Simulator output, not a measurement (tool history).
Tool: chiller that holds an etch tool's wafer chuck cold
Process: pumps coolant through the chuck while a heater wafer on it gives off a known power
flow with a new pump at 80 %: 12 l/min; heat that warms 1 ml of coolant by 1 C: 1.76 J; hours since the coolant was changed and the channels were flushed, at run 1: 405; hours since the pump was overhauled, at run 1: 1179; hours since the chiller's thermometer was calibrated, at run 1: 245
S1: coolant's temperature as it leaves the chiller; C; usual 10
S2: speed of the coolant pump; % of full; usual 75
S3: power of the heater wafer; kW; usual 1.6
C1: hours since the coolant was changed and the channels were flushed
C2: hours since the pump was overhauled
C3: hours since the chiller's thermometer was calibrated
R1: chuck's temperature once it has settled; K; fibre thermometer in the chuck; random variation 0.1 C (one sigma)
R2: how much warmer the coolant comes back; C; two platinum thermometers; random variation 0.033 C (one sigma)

run 1 hour=0 | S1=10 S2=75 S3=1.6 | C1=405 C2=1179 C3=245 | R1=300.65 R2=4.95
run 2 hour=50 | S1=10 S2=66 S3=1.6 | C1=455 C2=1229 C3=295 | R1=302.25 R2=5.63
run 3 hour=100.7 | S1=10 S2=75 S3=1.6 | C1=506 C2=1280 C3=346 | R1=300.85 R2=4.98
run 4 hour=132.3 | S1=10 S2=75 S3=1.6 | C1=538 C2=1311 C3=378 | R1=301.15 R2=4.93
run 5 hour=187.4 | S1=10 S2=75 S3=2.045 | C1=593 C2=1366 C3=433 | R1=306.05 R2=6.34
run 6 hour=222.7 | S1=10 S2=75 S3=2.045 | C1=628 C2=1402 C3=468 | R1=306.15 R2=6.33
run 7 hour=273.4 | S1=10 S2=75 S3=1.6 | C1=679 C2=1452 C3=519 | R1=301.15 R2=4.92
run 8 hour=306.1 | S1=10 S2=75 S3=1.649 | C1=711 C2=1485 C3=551 | R1=301.55 R2=5.04
run 9 hour=359.9 | S1=10 S2=75 S3=1.649 | C1=765 C2=1539 C3=605 | R1=301.65 R2=5.16
run 10 hour=424.4 | S1=10 S2=69 S3=1.649 | C1=830 C2=1603 C3=670 | R1=302.45 R2=5.55
run 11 hour=486.2 | S1=10 S2=75 S3=1.6 | C1=892 C2=1665 C3=731 | R1=301.35 R2=5.01
run 12 hour=529 | S1=10 S2=75 S3=1.6 | C1=934 C2=1708 C3=774 | R1=301.15 R2=5.05
run 13 hour=581.4 | S1=10 S2=75 S3=1.6 | C1=987 C2=1760 C3=827 | R1=301.25 R2=5.02
-- hour=590.9 coolant pump overhauled
run 14 hour=634.5 | S1=4 S2=75 S3=1.6 | C1=1035 C2=44 C3=875 | R1=295.35 R2=5.07
run 15 hour=677.9 | S1=17 S2=74 S3=1.737 | C1=1078 C2=87 C3=918 | R1=310.05 R2=5.56
run 16 hour=741.3 | S1=10 S2=83 S3=1.6 | C1=1142 C2=150 C3=982 | R1=300.35 R2=4.57
run 17 hour=801.1 | S1=10 S2=83 S3=1.6 | C1=1201 C2=210 C3=1041 | R1=300.45 R2=4.57
run 18 hour=863.9 | S1=10 S2=83 S3=1.6 | C1=1264 C2=273 C3=1104 | R1=300.45 R2=4.54
run 19 hour=919.3 | S1=20 S2=75 S3=0.898 | C1=1320 C2=328 C3=1160 | R1=303.45 R2=2.91
-- hour=928.4 coolant pump overhauled, once more
run 20 hour=964.1 | S1=20 S2=88 S3=2.031 | C1=1359 C2=36 C3=1199 | R1=313.95 R2=5.31
run 21 hour=1023.1 | S1=16 S2=88 S3=1.845 | C1=1418 C2=95 C3=1258 | R1=308.05 R2=4.79
run 22 hour=1050 | S1=11 S2=78 S3=1.539 | C1=1445 C2=122 C3=1285 | R1=300.85 R2=4.53
run 23 hour=1098.5 | S1=11 S2=78 S3=1.539 | C1=1494 C2=170 C3=1334 | R1=301.15 R2=4.55
run 24 hour=1147.6 | S1=10 S2=61 S3=1.471 | C1=1543 C2=219 C3=1383 | R1=301.65 R2=5.65
run 25 hour=1193.6 | S1=10 S2=61 S3=1.471 | C1=1589 C2=265 C3=1429 | R1=301.75 R2=5.62

Run 26 comes next. What will it give?
run 26 hour=1230.1 | S1=10 S2=75 S3=1.882 | C1=1625 C2=302 C3=1465 | R1=? R2=?

Run 26 gave R1 304.25 K, R2 5.81 C.
Without the tool's hidden state the same run would have given R1 303.75 K, R2 5.74 C.
